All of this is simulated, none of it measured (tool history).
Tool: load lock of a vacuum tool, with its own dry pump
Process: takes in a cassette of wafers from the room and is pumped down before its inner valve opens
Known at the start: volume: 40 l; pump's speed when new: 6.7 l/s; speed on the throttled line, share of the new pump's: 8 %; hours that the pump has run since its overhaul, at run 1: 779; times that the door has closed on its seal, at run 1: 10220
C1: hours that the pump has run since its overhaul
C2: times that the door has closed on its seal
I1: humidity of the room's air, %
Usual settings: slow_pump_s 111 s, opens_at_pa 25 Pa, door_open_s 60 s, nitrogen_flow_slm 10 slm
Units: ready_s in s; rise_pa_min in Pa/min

Run 1, day 0: usual settings; C1 779; C2 10220; I1 43.9. Result: ready_s 150.6 s, rise_pa_min 0.101 Pa/min.
Run 2, day 2.612: usual settings; C1 841; C2 10518; I1 43.9. Result: ready_s 152.1 s, rise_pa_min 0.114 Pa/min.
Run 3, day 5.779: usual settings; C1 917; C2 10879; I1 44.4. Result: ready_s 151.7 s, rise_pa_min 0.11 Pa/min.
Run 4, day 9.479: usual settings; C1 1006; C2 11301; I1 47.2. Result: ready_s 150.7 s, rise_pa_min 0.119 Pa/min.
Run 5, day 13.021: usual settings; C1 1091; C2 11704; I1 43.5. Result: ready_s 152.5 s, rise_pa_min 0.123 Pa/min.
Run 6, day 15.292: usual settings; C1 1146; C2 11964; I1 46. Result: ready_s 152.7 s, rise_pa_min 0.131 Pa/min.
Run 7, day 19.088: usual settings; C1 1237; C2 12396; I1 44.4. Result: ready_s 152.3 s, rise_pa_min 0.137 Pa/min.
Run 8, day 22.296: usual settings; C1 1314; C2 12762; I1 45.4. Result: ready_s 152.6 s, rise_pa_min 0.139 Pa/min.
Run 9, day 24.35: usual settings; C1 1363; C2 12996; I1 44.5. Result: ready_s 151.7 s, rise_pa_min 0.145 Pa/min.
Run 10, day 28.562: usual settings; C1 1464; C2 13476; I1 45.4. Result: ready_s 151.5 s, rise_pa_min 0.145 Pa/min.
Run 11, day 32.425: usual settings but slow_pump_s 134 s; C1 1557; C2 13917; I1 48.7. Result: ready_s 171.8 s, rise_pa_min 0.16 Pa/min.
Run 12, day 35.029: usual settings but slow_pump_s 134 s; C1 1619; C2 14214; I1 46.6. Result: ready_s 169.7 s, rise_pa_min 0.161 Pa/min.
Run 13, day 36.862: usual settings but slow_pump_s 134 s; C1 1663; C2 14423; I1 44.7. Result: ready_s 174.1 s, rise_pa_min 0.158 Pa/min.
Run 14, day 40.454: usual settings; C1 1750; C2 14832; I1 43.9. Result: ready_s 150.3 s, rise_pa_min 0.168 Pa/min.
Run 15, day 43.117: usual settings but nitrogen_flow_slm 5 slm; C1 1814; C2 15135; I1 46.4. Result: ready_s 153.1 s, rise_pa_min 0.182 Pa/min.
Run 16, day 46.488: usual settings but nitrogen_flow_slm 5 slm; C1 1894; C2 15520; I1 42.9. Result: ready_s 152.5 s, rise_pa_min 0.184 Pa/min.
Run 17, day 48.479: usual settings but nitrogen_flow_slm 37 slm; C1 1942; C2 15747; I1 47. Result: ready_s 150.9 s, rise_pa_min 0.181 Pa/min.
Run 18, day 50.312: usual settings; C1 1986; C2 15956; I1 44.7. Result: ready_s 151.2 s, rise_pa_min 0.195 Pa/min.
Run 19, day 53.846: usual settings but slow_pump_s 101 s, door_open_s 75 s; C1 2071; C2 16359; I1 49.2. Result: ready_s 143.1 s, rise_pa_min 0.2 Pa/min.
Run 20, day 56.388: usual settings but slow_pump_s 101 s, door_open_s 75 s; C1 2132; C2 16648; I1 47.6. Result: ready_s 143.6 s, rise_pa_min 0.205 Pa/min.
Run 21, day 59.104: usual settings but slow_pump_s 150 s, door_open_s 75 s; C1 2197; C2 16959; I1 43.6. Result: ready_s 186.9 s, rise_pa_min 0.207 Pa/min.
Run 22, day 61.117: usual settings but slow_pump_s 150 s, door_open_s 75 s; C1 2246; C2 17188; I1 47.9. Result: ready_s 187.4 s, rise_pa_min 0.214 Pa/min.
Run 23, day 63: usual settings but slow_pump_s 150 s, opens_at_pa 46 Pa, door_open_s 75 s, nitrogen_flow_slm 5 slm; C1 2291; C2 17403; I1 45.7. Result: ready_s 182.9 s, rise_pa_min 0.233 Pa/min.
Run 24, day 65.496: usual settings but slow_pump_s 70 s, opens_at_pa 39 Pa, door_open_s 25 s, nitrogen_flow_slm 13 slm; C1 2351; C2 17687; I1 47.8. Result: ready_s 110.9 s, rise_pa_min 0.204 Pa/min.
Run 25, day 69.808: usual settings but slow_pump_s 207 s, opens_at_pa 36 Pa, door_open_s 194 s, nitrogen_flow_slm 12 slm; C1 2454; C2 18179; I1 44.1. Result: ready_s 237.3 s, rise_pa_min 0.252 Pa/min.
Run 26, day 73.025: usual settings but slow_pump_s 84 s, nitrogen_flow_slm 9 slm; C1 2531; C2 18546; I1 41.1. Result: ready_s 127.4 s, rise_pa_min 0.234 Pa/min.
Run 27, day 77.162: usual settings but slow_pump_s 65 s, nitrogen_flow_slm 9 slm; C1 2631; C2 19017; I1 46.3. Result: ready_s 109.5 s, rise_pa_min 0.249 Pa/min.
Run 28, day 80.221: usual settings but opens_at_pa 36 Pa, door_open_s 161 s; C1 2704; C2 19366; I1 44.7. Result: ready_s 149.1 s, rise_pa_min 0.275 Pa/min.
Run 29, day 84.45: usual settings but opens_at_pa 43 Pa, door_open_s 80 s, nitrogen_flow_slm 4 slm; C1 2806; C2 19848; I1 43.1. Result: ready_s 148.1 s, rise_pa_min 0.269 Pa/min.
Run 30, day 88.325: usual settings but door_open_s 26 s, nitrogen_flow_slm 6 slm; C1 2899; C2 20290; I1 44.7. Result: ready_s 152.5 s, rise_pa_min 0.255 Pa/min.
Run 31, day 90.433: usual settings but slow_pump_s 159 s, nitrogen_flow_slm 31 slm; C1 2949; C2 20530; I1 41.9. Result: ready_s 198.3 s, rise_pa_min 0.263 Pa/min.
Run 32, day 93.567: usual settings but slow_pump_s 159 s, door_open_s 167 s, nitrogen_flow_slm 31 slm; C1 3024; C2 20887; I1 43.4. Result: ready_s 195.2 s, rise_pa_min 0.282 Pa/min.
Run 33, day 96.317: usual settings but slow_pump_s 187 s, opens_at_pa 27 Pa, door_open_s 167 s, nitrogen_flow_slm 31 slm; C1 3090; C2 21201; I1 45.8. Result: ready_s 219.3 s, rise_pa_min 0.291 Pa/min.
Run 34, day 100.242: usual settings but slow_pump_s 65 s, opens_at_pa 27 Pa, door_open_s 78 s, nitrogen_flow_slm 31 slm; C1 3185; C2 21648; I1 45.1. Result: ready_s 109.9 s, rise_pa_min 0.285 Pa/min.
Run 35, day 103.338: usual settings but slow_pump_s 122 s, door_open_s 72 s; C1 3259; C2 22001; I1 43.3. Result: ready_s 163.7 s, rise_pa_min 0.305 Pa/min.
Run 36, day 105.65: usual settings but slow_pump_s 98 s, door_open_s 65 s; C1 3314; C2 22265; I1 43.3. Result: ready_s 142 s, rise_pa_min 0.309 Pa/min.

Some steps in rise_pa_min between neighbouring runs. How much of each would the tool show without its hidden state too (settings, what came in, random variation), and how much is left for the hidden state, with any gauge scatter that isn't in both results?
The hidden state here: pump's speed, % of a new pump's; leak at the door's seal, Pa l/s; drift of the gauge itself on ready_s, %; drift of the gauge itself on rise_pa_min, %.
Run 6 -> 7: no setting changed, nothing entered. rise_pa_min +0.006 Pa/min: hidden state +0.011, all else -0.005.
Run 22 -> 23: opens_at_pa 25 -> 46, nitrogen_flow_slm 10 -> 5. rise_pa_min +0.019 Pa/min: hidden state +0.011, all else +0.008.
Run 23 -> 24: slow_pump_s 150 -> 70, opens_at_pa 46 -> 39, door_open_s 75 -> 25, nitrogen_flow_slm 5 -> 13. rise_pa_min -0.029 Pa/min: hidden state +0, all else -0.029.
Run 24 -> 25: slow_pump_s 70 -> 207, opens_at_pa 39 -> 36, door_open_s 25 -> 194, nitrogen_flow_slm 13 -> 12. rise_pa_min +0.048 Pa/min: hidden state +0.011, all else +0.037.
Run 27 -> 28: slow_pump_s 65 -> 111, opens_at_pa 25 -> 36, door_open_s 60 -> 161, nitrogen_flow_slm 9 -> 10. rise_pa_min +0.026 Pa/min: hidden state +0.005, all else +0.021.
Run 31 -> 32: door_open_s 60 -> 167. rise_pa_min +0.019 Pa/min: hidden state +0.014, all else +0.005.
